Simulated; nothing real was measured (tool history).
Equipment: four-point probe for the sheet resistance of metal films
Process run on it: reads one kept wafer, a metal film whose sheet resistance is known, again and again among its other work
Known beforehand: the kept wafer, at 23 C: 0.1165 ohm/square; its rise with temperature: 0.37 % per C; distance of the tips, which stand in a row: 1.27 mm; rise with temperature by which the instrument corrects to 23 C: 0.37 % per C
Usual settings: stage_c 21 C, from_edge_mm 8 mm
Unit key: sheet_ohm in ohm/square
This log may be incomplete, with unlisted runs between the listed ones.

run   hour  stage_c  from_edge_mm  sheet_ohm
  1      0       21             8   0.117522
  2   26.9       21            17   0.116385
  3   38.2       21            17   0.116398
  4   56.4       21            17   0.116356
  5   69.8       33            17   0.116426
  6   86.7       21             8   0.117621
  7  102.7       21             8    0.11761
  8  125.2       21             6   0.118844
  9  145.2       34             6   0.118829
 10  157.3       34             6   0.118801
 11  172.6       31             6   0.118874
 12  188.1       21             8   0.117599
 13  208.3       21             4   0.122036
 14  220.2       21             8    0.11768
 15  236.4       21             8   0.117704
 16  261.2       22            23   0.116302
 17  282.4       20             8   0.117707
 18  298.4       20             8   0.117672
 19  312.5       23            11    0.11691
 20  339.2       19            35   0.116227
 21  365.6       25            18   0.116455
 22  385.2       28            18   0.116425
 23  405.9       21            27   0.116257
 24  432.9       21            27   0.116295
 25  446.3       21            27   0.116348
 26  458.3       26             5   0.120042
 27  479.7       26             5   0.120046
 28  496.6       27            13   0.116766
 29  514.7       23             3   0.126326

Results for each run, recomputed without the tool's hidden state and with each run's random variation untouched:
What the log doesn't record here: inner tips' distance over the nominal, %; tips' flats over new ones', %; wafer's true temperature over the reading, C; drift of the gauge itself on sheet_ohm, %.
run  sheet_ohm
  1   0.117998
  2   0.116848
  3   0.116858
  4    0.11681
  5   0.116873
  6    0.11807
  7   0.118054
  8   0.119285
  9    0.11926
 10   0.119229
 11   0.119298
 12   0.118016
 13   0.122462
 14   0.118088
 15   0.118107
 16   0.116693
 17   0.118097
 18   0.118056
 19   0.117287
 20   0.116596
 21   0.116813
 22   0.116777
 23   0.116605
 24   0.116635
 25   0.116685
 26   0.120383
 27   0.120381
 28   0.117086
 29   0.126667
